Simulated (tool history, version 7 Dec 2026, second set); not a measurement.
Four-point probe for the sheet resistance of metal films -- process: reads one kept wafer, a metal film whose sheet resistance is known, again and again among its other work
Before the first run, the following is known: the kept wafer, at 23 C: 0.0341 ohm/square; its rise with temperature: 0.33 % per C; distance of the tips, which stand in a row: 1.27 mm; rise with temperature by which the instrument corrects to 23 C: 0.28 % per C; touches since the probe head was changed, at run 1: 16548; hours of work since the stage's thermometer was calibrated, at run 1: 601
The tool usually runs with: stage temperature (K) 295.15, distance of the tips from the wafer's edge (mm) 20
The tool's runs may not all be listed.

run	day	stage temperature (K)	distance of the tips from the wafer's edge (mm)	touches since the probe head was changed	hours of work since the stage's thermometer was calibrated	sheet resistance as the instrument gives it (ohm/square)
1	0.000	295.15	20	16548	601	0.034099
2	2.796	295.15	20	19379	653	0.034091
3	6.067	293.15	20	22684	714	0.034033
4	9.112	293.15	20	25768	771	0.034006
5	12.221	295.15	9	28910	829	0.034337
6	15.450	298.15	20	32179	889	0.034085
7	19.317	298.15	4	36087	961	0.035722
8	23.100	300.15	9	39918	1032	0.034368
9	26.917	304.15	25	43776	1103	0.034116
10	29.179	293.15	5	46067	1145	0.034997
11	30.992	292.15	4	47898	1179	0.035559
12	34.033	292.15	16	50974	1236	0.033935
13	36.571	292.15	16	53543	1283	0.033908

How would selected steps in sheet resistance as the instrument gives it (ohm/square) from run to run divide? Give the signed amount a tool lacking its hidden state would still show from settings, what came in and random variation, and the signed amount left for the hidden state, including any gauge scatter that is not in both of the compared results.
Hidden state at play: inner tips' distance over the nominal, %; tips' flats over new ones', %; wafer's true temperature over the reading, C; drift of the gauge itself on sheet_ohm, %.
Run 6 -> 7: distance of the tips from the wafer's edge (mm) 20 -> 4. sheet resistance as the instrument gives it (ohm/square) +0.001637: hidden state -0.000024, all else +0.001661.

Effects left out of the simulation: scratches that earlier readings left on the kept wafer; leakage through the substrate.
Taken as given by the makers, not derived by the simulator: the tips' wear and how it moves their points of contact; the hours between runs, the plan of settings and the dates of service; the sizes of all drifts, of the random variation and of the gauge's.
